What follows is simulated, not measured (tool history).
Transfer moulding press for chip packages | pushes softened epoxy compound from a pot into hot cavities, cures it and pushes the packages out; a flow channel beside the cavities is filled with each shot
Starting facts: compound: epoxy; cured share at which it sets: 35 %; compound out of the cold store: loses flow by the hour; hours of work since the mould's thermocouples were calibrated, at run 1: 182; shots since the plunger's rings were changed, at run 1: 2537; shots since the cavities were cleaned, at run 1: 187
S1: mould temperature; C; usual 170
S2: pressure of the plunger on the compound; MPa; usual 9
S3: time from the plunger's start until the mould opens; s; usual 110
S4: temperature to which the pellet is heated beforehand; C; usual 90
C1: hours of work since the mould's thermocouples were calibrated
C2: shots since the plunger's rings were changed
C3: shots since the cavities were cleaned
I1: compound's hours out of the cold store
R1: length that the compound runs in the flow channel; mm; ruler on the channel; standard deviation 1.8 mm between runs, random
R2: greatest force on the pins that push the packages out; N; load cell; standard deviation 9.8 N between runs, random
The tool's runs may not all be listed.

Run 1, hour 0: usual settings; C1 182; C2 2537; C3 187; I1 46.7. Result: R1 446 mm, R2 520 N.
Run 2, hour 26.2: usual settings but S4 82 C; C1 195; C2 2772; C3 422; I1 31.3. Result: R1 490 mm, R2 642 N.
At hour 40.2: cavities cleaned with cleaning compound and waxed.
Run 3, hour 50.5: usual settings but S4 82 C; C1 207; C2 2976; C3 92; I1 14.5. Result: R1 544 mm, R2 506 N.
Run 4, hour 63: usual settings but S4 82 C; C1 213; C2 3088; C3 204; I1 30.6. Result: R1 494 mm, R2 547 N.
Run 5, hour 76.2: usual settings but S3 92 s, S4 82 C; C1 220; C2 3205; C3 321; I1 15.3. Result: R1 541 mm, R2 792 N.
At hour 100.5: cavities cleaned with cleaning compound and waxed.
Run 6, hour 101.9: usual settings but S3 92 s, S4 98 C; C1 232; C2 3422; C3 12; I1 39. Result: R1 463 mm, R2 565 N.
Run 7, hour 117.2: usual settings but S3 105 s; C1 240; C2 3559; C3 149; I1 10.6. Result: R1 551 mm, R2 573 N.
Run 8, hour 134.6: usual settings but S4 86 C; C1 248; C2 3715; C3 305; I1 25.4. Result: R1 502 mm, R2 600 N.
Run 9, hour 149.5: usual settings but S4 86 C; C1 256; C2 3848; C3 438; I1 39.8. Result: R1 458 mm, R2 606 N.
At hour 162.3: cavities cleaned with cleaning compound and waxed.
Run 10, hour 174.6: usual settings but S1 164 C; C1 268; C2 4059; C3 110; I1 42.2. Result: R1 462 mm, R2 668 N.
Run 11, hour 188.7: usual settings but S1 164 C, S3 91 s; C1 275; C2 4186; C3 237; I1 19.4. Result: R1 535 mm, R2 1154 N.
Run 12, hour 200.8: usual settings but S1 165 C, S3 91 s, S4 85 C; C1 281; C2 4294; C3 345; I1 39.9. Result: R1 467 mm, R2 1099 N.
Run 13, hour 215.6: usual settings but S1 168 C, S2 8.63 MPa; C1 288; C2 4426; C3 477; I1 27.4. Result: R1 483 mm, R2 672 N.
At hour 223: cavities cleaned with cleaning compound and waxed.
Run 14, hour 236: usual settings but S3 141 s; C1 298; C2 4595; C3 116; I1 13.4. Result: R1 536 mm, R2 447 N.
Run 15, hour 247.3: usual settings but S3 141 s; C1 304; C2 4696; C3 217; I1 37.4. Result: R1 458 mm, R2 467 N.
Run 16, hour 270.5: usual settings but S1 168 C, S2 10.2 MPa, S3 96 s, S4 98 C; C1 315; C2 4903; C3 424; I1 10.5. Result: R1 585 mm, R2 843 N.
At hour 284.3: cavities cleaned with cleaning compound and waxed.
Run 17, hour 284.3: usual settings but S1 168 C, S2 10.2 MPa, S3 96 s, S4 98 C; C1 321; C2 5014; C3 0; I1 26.7. Result: R1 523 mm, R2 589 N.
Run 18, hour 304.5: usual settings but S1 168 C, S2 10.2 MPa, S3 96 s, S4 98 C; C1 332; C2 5195; C3 181; I1 36.2. Result: R1 493 mm, R2 693 N.

Measured less the same run without the tool's hidden state. The same run-to-run variation is in both; the gauge's scatter may not be:
The tool's hidden condition here consists of: true mould temperature over the reading, C; pressure that reaches the compound, % of what is set; grip of the stained cavities, % over clean ones'; drift of the gauge itself on flow_mm, %; drift of the gauge itself on push_out_n, %.
run   R1    R2
  1  -20   +91
  2  -22  +187
  3  -27   +51
  4  -25   +99
  5  -29  +194
  6  -26   +22
  7  -33   +91
  8  -32  +146
  9  -30  +181
 10  -31   +74
 11  -38  +230
 12  -34  +282
 13  -36  +207
 14  -42   +49
 15  -37   +84
 16  -49  +237
 17  -44   +11
 18  -43  +121
